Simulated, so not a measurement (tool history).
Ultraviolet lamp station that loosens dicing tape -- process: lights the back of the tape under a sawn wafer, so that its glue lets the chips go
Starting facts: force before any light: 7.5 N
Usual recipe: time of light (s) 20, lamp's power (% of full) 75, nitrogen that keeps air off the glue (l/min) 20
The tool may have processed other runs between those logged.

run	day	time of light (s)	lamp's power (% of full)	nitrogen that keeps air off the glue (l/min)	force that peels the tape off (N)	light that reached the tape (mJ/cm²)
1	0.000	20	75	20	1.249	153
# day 1.562: window cleaned of glue's vapour
2	2.750	20	75	20	0.920	184
3	5.867	20	75	11	1.461	173
4	9.208	20	66	20	1.286	148
5	11.962	13	75	20	2.136	109
6	15.038	13	75	20	2.222	107
7	18.692	20	88	20	0.925	178
# day 19.604: window cleaned of glue's vapour
8	21.000	20	88	20	0.728	206
9	23.825	20	88	20	0.761	199
10	27.142	20	75	20	1.144	164
11	29.342	20	65	20	1.489	137
12	32.496	20	75	20	1.260	155
13	34.875	20	75	20	1.315	150
14	36.804	20	75	18	1.383	146
# day 37.817: window cleaned of glue's vapour
15	40.250	23	74	20	0.869	190
16	43.512	23	74	20	0.904	181
17	46.567	20	75	39	0.869	158
18	49.929	20	75	39	0.922	153
19	53.600	20	75	39	1.010	140
20	55.179	20	75	39	1.009	142
# day 55.862: window cleaned of glue's vapour
21	57.121	29	94	20	0.354	290
22	59.679	29	94	20	0.390	278
23	62.492	29	94	10	0.680	279
24	65.142	29	94	10	0.715	270
25	68.338	29	94	10	0.795	263
# day 68.662: lamp changed
26	71.679	25	89	13	0.630	254
# day 74.008: window cleaned of glue's vapour
27	74.525	25	89	13	0.508	287

Here are 5 independent what-if runs from the current tool condition. What would each one return?
A	77.962	25	89	15	?	?
B	77.962	37	88	8	?	?
C	77.962	37	89	39	?	?
D	77.962	13	95	17	?	?
E	77.962	12	67	22	?	?

run	force that peels the tape off (N)	light that reached the tape (mJ/cm²)
A	0.483	279
B	0.374	407
C	0.159	405
D	1.392	153
E	2.134	102
Without the tool's unlogged condition, the same runs would have read:
run	force that peels the tape off (N)	light that reached the tape (mJ/cm²)
A	0.416	299
B	0.326	437
C	0.154	436
D	1.238	165
E	1.954	110
